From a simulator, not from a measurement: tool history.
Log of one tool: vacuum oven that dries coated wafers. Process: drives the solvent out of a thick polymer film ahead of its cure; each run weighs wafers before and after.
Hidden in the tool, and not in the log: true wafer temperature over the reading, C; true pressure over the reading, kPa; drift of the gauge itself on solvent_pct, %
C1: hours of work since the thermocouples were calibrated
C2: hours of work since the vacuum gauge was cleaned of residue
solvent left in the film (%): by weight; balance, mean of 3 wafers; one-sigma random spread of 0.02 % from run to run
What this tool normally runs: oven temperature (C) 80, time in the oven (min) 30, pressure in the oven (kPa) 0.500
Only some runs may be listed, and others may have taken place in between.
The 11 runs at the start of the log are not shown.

Run 12, day 38.333: usual settings but oven temperature (C) 69; C1 171; C2 847. Result: solvent left in the film (%) 4.36.
Run 13, day 43.104: usual settings but oven temperature (C) 69; C1 227; C2 903. Result: solvent left in the film (%) 4.35.
Run 14, day 45.329: usual settings but oven temperature (C) 68; C1 253; C2 929. Result: solvent left in the film (%) 4.65.
Run 15, day 48.388: usual settings but oven temperature (C) 68, time in the oven (min) 48; C1 288; C2 965. Result: solvent left in the film (%) 2.80.
Run 16, day 51.325: usual settings but oven temperature (C) 68, time in the oven (min) 48; C1 323; C2 999. Result: solvent left in the film (%) 2.80.
Run 17, day 54.512: usual settings; C1 360; C2 1036. Result: solvent left in the film (%) 1.46.
Run 18, day 57.267: usual settings; C1 392; C2 1068. Result: solvent left in the film (%) 1.43.
Run 19, day 60.879: usual settings but oven temperature (C) 84, time in the oven (min) 16, pressure in the oven (kPa) 0.622; C1 434; C2 1110. Result: solvent left in the film (%) 2.53.
Run 20, day 63.175: usual settings but oven temperature (C) 84, time in the oven (min) 16, pressure in the oven (kPa) 0.622; C1 461; C2 1137. Result: solvent left in the film (%) 2.56.
Run 21, day 67.896: usual settings but oven temperature (C) 81; C1 516; C2 1192. Result: solvent left in the film (%) 1.27.
Run 22, day 70.421: usual settings but oven temperature (C) 72, time in the oven (min) 29; C1 546; C2 1222. Result: solvent left in the film (%) 3.52.
Run 23, day 72.812: usual settings but time in the oven (min) 22, pressure in the oven (kPa) 0.265; C1 573; C2 1250. Result: solvent left in the film (%) 2.24.
Run 24, day 75.521: usual settings but oven temperature (C) 78; C1 605; C2 1281. Result: solvent left in the film (%) 1.84.
Run 25, day 77.754: usual settings but time in the oven (min) 50, pressure in the oven (kPa) 0.310; C1 631; C2 1307. Result: solvent left in the film (%) 0.53.
Run 26, day 80.800: usual settings but oven temperature (C) 82, time in the oven (min) 50, pressure in the oven (kPa) 1.060; C1 667; C2 1343. Result: solvent left in the film (%) 0.84.
Run 27, day 86.050: usual settings but oven temperature (C) 87, time in the oven (min) 39, pressure in the oven (kPa) 1.993; C1 728; C2 1404. Result: solvent left in the film (%) 1.04.
Run 28, day 90.192: usual settings but oven temperature (C) 82, time in the oven (min) 18, pressure in the oven (kPa) 0.498; C1 776; C2 1452. Result: solvent left in the film (%) 2.57.
Run 29, day 94.571: usual settings but time in the oven (min) 27; C1 827; C2 1504. Result: solvent left in the film (%) 1.69.
Run 30, day 98.625: usual settings but time in the oven (min) 27; C1 875; C2 1551. Result: solvent left in the film (%) 1.69.
At day 101.854: oven's thermocouples calibrated.
Run 31, day 102.129: usual settings but oven temperature (C) 76, time in the oven (min) 49, pressure in the oven (kPa) 1.848; C1 3; C2 1591. Result: solvent left in the film (%) 2.01.
Run 32, day 106.896: usual settings but oven temperature (C) 72, time in the oven (min) 51; C1 59; C2 1646. Result: solvent left in the film (%) 1.83.
Run 33, day 110.554: usual settings but oven temperature (C) 78, time in the oven (min) 22, pressure in the oven (kPa) 0.544; C1 102; C2 1689. Result: solvent left in the film (%) 3.05.
Run 34, day 115.475: usual settings but oven temperature (C) 89, time in the oven (min) 28; C1 159; C2 1747. Result: solvent left in the film (%) 0.59.
Run 35, day 118.338: usual settings but oven temperature (C) 89, time in the oven (min) 28; C1 192; C2 1780. Result: solvent left in the film (%) 0.61.

Forecast each of these 5 alternatives for the next run:
Run A, day 123.146: usual settings but oven temperature (C) 83, time in the oven (min) 28; C1 248; C2 1836. Result: solvent left in the film (%) ?.
Run B, day 123.146: usual settings but oven temperature (C) 89, time in the oven (min) 32; C1 248; C2 1836. Result: solvent left in the film (%) ?.
Run C, day 123.146: usual settings but oven temperature (C) 68, time in the oven (min) 46; C1 248; C2 1836. Result: solvent left in the film (%) ?.
Run D, day 123.146: usual settings but oven temperature (C) 88, time in the oven (min) 28; C1 248; C2 1836. Result: solvent left in the film (%) ?.
Run E, day 123.146: usual settings but oven temperature (C) 87, time in the oven (min) 28, pressure in the oven (kPa) 0.359; C1 248; C2 1836. Result: solvent left in the film (%) ?.

run  solvent left in the film (%)
  A                          1.21
  B                          0.48
  C                          3.11
  D                          0.65
  E                          0.69
Had the tool no hidden state, the same runs would have come out as:
run  solvent left in the film (%)
  A                          1.03
  B                          0.29
  C                          2.82
  D                          0.46
  E                          0.51

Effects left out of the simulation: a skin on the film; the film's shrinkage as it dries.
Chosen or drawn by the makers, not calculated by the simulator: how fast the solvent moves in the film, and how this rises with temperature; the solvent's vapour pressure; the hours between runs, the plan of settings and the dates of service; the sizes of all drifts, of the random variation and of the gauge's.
